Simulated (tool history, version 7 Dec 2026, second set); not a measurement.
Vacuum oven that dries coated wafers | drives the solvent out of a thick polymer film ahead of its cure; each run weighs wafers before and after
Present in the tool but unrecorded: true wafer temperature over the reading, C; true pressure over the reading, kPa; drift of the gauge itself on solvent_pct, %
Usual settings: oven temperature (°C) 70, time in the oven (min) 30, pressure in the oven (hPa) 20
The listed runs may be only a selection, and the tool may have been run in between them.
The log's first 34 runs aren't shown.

run	hour	oven temperature (°C)	time in the oven (min)	pressure in the oven (hPa)	hours of work since the thermocouples were calibrated	hours of work since the vacuum gauge was cleaned of residue	solvent left in the film (%)
35	438.7	70	34	11.1	658	231	3.17
36	448	70	43	33.6	663	236	2.96
37	456.9	70	35	20	668	240	3.3
38	472.1	70	35	20	675	248	3.18
39	486.4	70	35	20	683	255	3.32
40	493.8	70	35	20	686	259	3.31
41	502.1	70	35	20	690	263	3.31
42	511	85	17	20	695	268	3.24
43	521.8	70	38	10.2	700	273	2.58
44	534.7	70	38	10.2	707	280	2.56
45	544.7	70	38	10.2	712	285	2.57
46	553.9	70	38	10.2	717	289	2.47
47	561.3	70	38	10.2	720	293	2.5

What if the next run were any one of these 4? Each begins from the tool's condition after run 47:
A	573.4	70	40	72.7	727	299	?
B	573.4	77	30	44.2	727	299	?
C	573.4	80	35	36	727	299	?
D	573.4	66	19	63.5	727	299	?

run	solvent left in the film (%)
A	4.68
B	2.99
C	1.84
D	9.52
Stripped of hidden state, with their random variation kept, the same runs would have yielded:
run	solvent left in the film (%)
A	5.09
B	3.31
C	2.04
D	10.05
